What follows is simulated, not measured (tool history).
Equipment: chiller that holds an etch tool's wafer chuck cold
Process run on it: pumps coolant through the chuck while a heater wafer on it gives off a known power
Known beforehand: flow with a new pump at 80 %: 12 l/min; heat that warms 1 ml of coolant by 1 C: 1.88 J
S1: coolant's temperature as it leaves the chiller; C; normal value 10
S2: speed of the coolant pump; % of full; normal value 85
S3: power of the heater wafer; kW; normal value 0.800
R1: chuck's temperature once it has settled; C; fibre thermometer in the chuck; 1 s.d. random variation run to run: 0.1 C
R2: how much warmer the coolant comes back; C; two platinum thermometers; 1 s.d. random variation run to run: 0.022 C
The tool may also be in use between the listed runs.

run     day  S1  S2     S3    R1    R2
  1   0.000  10  85  0.800  19.1  2.00
  2   2.088  17  85  0.800  26.0  1.98
  3   4.846  17  85  0.800  25.9  1.94
  4   6.946  17  85  0.800  25.9  1.99
  5  10.133  17  85  0.800  25.9  1.99
  6  12.392  17  85  0.800  25.9  1.99
  7  14.175  17  85  0.800  25.9  2.00
  8  15.967  17  85  0.800  26.1  1.99
  9  18.262  10  69  0.800  20.8  2.51
 10  21.296  10  69  0.800  20.9  2.48
 11  24.708  10  69  1.097  25.1  3.46
 12  26.838  10  69  1.097  25.0  3.42
 13  30.012  10  69  1.097  25.2  3.42
 14  31.571  10  69  1.097  25.1  3.44
 15  33.133  17  94  0.413  21.3  0.87
 16  34.562  16  68  0.894  28.4  2.86
 17  37.704   3  83  0.589   9.8  1.50

Consider 5 possible next runs. They are alternatives, not a sequence: every one starts from the tool as it was left by run 17. What does each give?
  A  39.321   6  82  0.589   ?   ?
  B  39.321  14  62  0.498   ?   ?
  C  39.321   3  91  0.875   ?   ?
  D  39.321   9  83  0.589   ?   ?
  E  39.321   0  83  0.966   ?   ?

run    R1    R2
  A  12.9  1.48
  B  21.6  1.76
  C  12.1  1.98
  D  15.7  1.50
  E  11.2  2.43
Stripped of hidden state, with their random variation kept, the same runs would have yielded:
run    R1    R2
  A  12.9  1.48
  B  21.6  1.76
  C  12.1  1.98
  D  15.7  1.50
  E  11.2  2.43
